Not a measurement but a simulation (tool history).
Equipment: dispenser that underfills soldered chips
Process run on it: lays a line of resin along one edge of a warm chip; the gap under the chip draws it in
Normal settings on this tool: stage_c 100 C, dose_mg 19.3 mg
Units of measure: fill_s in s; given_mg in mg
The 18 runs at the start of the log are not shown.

| run | hour | stage_c | dose_mg | hours of work since the syringe was changed | hours of work since the valve was cleaned | hours of work since the stage was calibrated | fill_s | given_mg |
|---|---|---|---|---|---|---|---|---|
| 19 | 70.7 | 100 | 21.5 | 5 | 27 | 153 | 45.3 | 21.09 |
|  | 74.1 | new syringe of resin |
| 20 | 75.0 | 100 | 21.5 | 1 | 30 | 156 | 39.5 | 21.15 |
| 21 | 79.6 | 100 | 21.5 | 4 | 33 | 160 | 44.2 | 21.08 |
|  | 84.2 | new syringe of resin |
| 22 | 84.2 | 87 | 25.0 | 0 | 36 | 163 | 55.7 | 24.40 |
| 23 | 87.4 | 99 | 19.3 | 2 | 39 | 165 | 41.6 | 18.89 |
| 24 | 91.3 | 110 | 22.5 | 5 | 42 | 168 | 33.2 | 21.95 |
|  | 94.6 | new syringe of resin |
| 25 | 95.1 | 113 | 22.7 | 0 | 44 | 171 | 26.0 | 22.13 |
| 26 | 99.8 | 100 | 17.1 | 4 | 48 | 174 | 44.9 | 16.64 |
| 27 | 102.4 | 100 | 17.1 | 6 | 50 | 176 | 46.5 | 16.60 |
|  | 104.9 | new syringe of resin |
| 28 | 105.0 | 99 | 18.3 | 0 | 51 | 178 | 39.9 | 17.74 |
| 29 | 107.2 | 90 | 22.9 | 2 | 53 | 179 | 53.6 | 22.20 |
| 30 | 110.3 | 94 | 19.3 | 4 | 55 | 182 | 51.9 | 18.75 |
|  | 115.1 | new syringe of resin |
| 31 | 115.1 | 96 | 22.0 | 0 | 58 | 185 | 42.2 | 21.23 |
| 32 | 119.1 | 96 | 22.0 | 3 | 61 | 188 | 47.5 | 21.25 |
|  | 120.7 | dispensing valve cleaned and set on the balance |
| 33 | 123.9 | 113 | 24.2 | 6 | 2 | 191 | 31.6 | 24.19 |
|  | 126.3 | new syringe of resin |
| 34 | 127.2 | 113 | 18.7 | 1 | 5 | 193 | 27.3 | 18.73 |
| 35 | 129.9 | 111 | 19.3 | 3 | 7 | 195 | 30.5 | 19.32 |
| 36 | 134.7 | 105 | 23.6 | 6 | 10 | 198 | 39.0 | 23.56 |
|  | 136.7 | new syringe of resin |
| 37 | 137.4 | 94 | 23.6 | 1 | 12 | 200 | 47.2 | 23.56 |

What if the next run were any one of these 3? Each begins from the tool's condition after run 37:
| A | 141.9 | 108 | 19.0 | 4 | 15 | 204 | ? | ? |
| B | 141.9 | 88 | 16.9 | 4 | 15 | 204 | ? | ? |
| C | 141.9 | 95 | 16.7 | 4 | 15 | 204 | ? | ? |

| run | fill_s | given_mg |
|---|---|---|
| A | 34.6 | 18.88 |
| B | 64.4 | 16.80 |
| C | 52.7 | 16.61 |
What these runs would have given with no unlogged condition in the tool:
| run | fill_s | given_mg |
|---|---|---|
| A | 31.5 | 18.97 |
| B | 58.8 | 16.88 |
| C | 48.0 | 16.69 |
